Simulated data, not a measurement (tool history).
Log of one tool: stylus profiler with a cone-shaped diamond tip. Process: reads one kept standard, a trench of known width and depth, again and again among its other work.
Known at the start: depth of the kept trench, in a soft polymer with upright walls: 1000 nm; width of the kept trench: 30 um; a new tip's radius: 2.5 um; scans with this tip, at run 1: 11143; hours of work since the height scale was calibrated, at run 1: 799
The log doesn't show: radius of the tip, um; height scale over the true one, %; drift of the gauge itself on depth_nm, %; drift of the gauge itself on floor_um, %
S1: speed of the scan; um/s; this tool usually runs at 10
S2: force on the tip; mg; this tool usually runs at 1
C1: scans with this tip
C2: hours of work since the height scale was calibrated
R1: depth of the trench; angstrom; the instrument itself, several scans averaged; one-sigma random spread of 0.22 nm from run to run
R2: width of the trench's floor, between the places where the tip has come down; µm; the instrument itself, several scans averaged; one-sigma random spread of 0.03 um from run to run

run 1 day=0 | S1=10 S2=1 | C1=11143 C2=799 | R1=10081.7 R2=24.59
run 2 day=1.783 | S1=10 S2=1 | C1=11465 C2=822 | R1=10080.3 R2=24.6
run 3 day=2.742 | S1=5 S2=1 | C1=11639 C2=834 | R1=10083.6 R2=24.65
run 4 day=4.008 | S1=5 S2=1 | C1=11868 C2=851 | R1=10082.7 R2=24.56
run 5 day=4.779 | S1=10 S2=1 | C1=12008 C2=861 | R1=10083 R2=24.57
run 6 day=6.117 | S1=9 S2=1 | C1=12250 C2=878 | R1=10085.9 R2=24.48
run 7 day=7.692 | S1=34 S2=1 | C1=12535 C2=898 | R1=10085 R2=24.4
run 8 day=9.05 | S1=21 S2=1 | C1=12781 C2=916 | R1=10080.4 R2=24.45
run 9 day=10 | S1=21 S2=1 | C1=12953 C2=928 | R1=10082.5 R2=24.44
run 10 day=10.862 | S1=24 S2=1 | C1=13109 C2=940 | R1=10085.3 R2=24.35
run 11 day=11.625 | S1=24 S2=1 | C1=13247 C2=949 | R1=10087.4 R2=24.37
run 12 day=12.646 | S1=3 S2=1 | C1=13432 C2=963 | R1=10084.5 R2=24.39
run 13 day=13.612 | S1=3 S2=1 | C1=13607 C2=975 | R1=10086.2 R2=24.44
run 14 day=15.308 | S1=3 S2=1 | C1=13914 C2=997 | R1=10085.7 R2=24.37
run 15 day=16.929 | S1=5 S2=1 | C1=14207 C2=1018 | R1=10085.4 R2=24.35
run 16 day=18.242 | S1=5 S2=1 | C1=14445 C2=1035 | R1=10085.7 R2=24.32
run 17 day=19.071 | S1=31 S2=2.51 | C1=14595 C2=1046 | R1=10137.6 R2=24.23
run 18 day=20.042 | S1=12 S2=0.89 | C1=14771 C2=1059 | R1=10085.8 R2=24.23
run 19 day=21.771 | S1=12 S2=0.89 | C1=15084 C2=1081 | R1=10091.6 R2=24.19
run 20 day=22.558 | S1=12 S2=1.33 | C1=15227 C2=1091 | R1=10099.1 R2=24.25
run 21 day=24.221 | S1=11 S2=0.49 | C1=15527 C2=1113 | R1=10070.3 R2=24.14
run 22 day=25.571 | S1=11 S2=0.49 | C1=15772 C2=1130 | R1=10065.6 R2=24.18
run 23 day=26.912 | S1=36 S2=1.44 | C1=16015 C2=1148 | R1=10104.6 R2=24
run 24 day=28.475 | S1=32 S2=0.37 | C1=16298 C2=1168 | R1=10059.8 R2=23.91
run 25 day=30.033 | S1=10 S2=1.6 | C1=16580 C2=1188 | R1=10108 R2=24.06
run 26 day=31.717 | S1=6 S2=0.65 | C1=16884 C2=1210 | R1=10076.7 R2=24.05
run 27 day=33.017 | S1=6 S2=0.71 | C1=17119 C2=1227 | R1=10080 R2=23.99
run 28 day=34.212 | S1=10 S2=1.22 | C1=17336 C2=1243 | R1=10100.6 R2=24.01
run 29 day=35.1 | S1=10 S2=1.22 | C1=17497 C2=1254 | R1=10104.2 R2=23.96

How would selected steps in R1 from run to run divide? Give the signed amount a tool lacking its hidden state would still show from settings, what came in and random variation, and the signed amount left for the hidden state, including any gauge scatter that is not in both of the compared results.
Run 1 -> 2: no setting touched and nothing written in the log between the runs. R1 -1.4 angstrom: hidden state +0.6, all else -2.
Run 13 -> 14: no setting touched and nothing written in the log between the runs. R1 -0.5 angstrom: hidden state +0.6, all else -1.1.
Run 16 -> 17: S1 5 -> 31, S2 1 -> 2.51. R1 +51.9 angstrom: hidden state +0.4, all else +51.5.
Run 17 -> 18: S1 31 -> 12, S2 2.51 -> 0.89. R1 -51.8 angstrom: hidden state +0.2, all else -52.

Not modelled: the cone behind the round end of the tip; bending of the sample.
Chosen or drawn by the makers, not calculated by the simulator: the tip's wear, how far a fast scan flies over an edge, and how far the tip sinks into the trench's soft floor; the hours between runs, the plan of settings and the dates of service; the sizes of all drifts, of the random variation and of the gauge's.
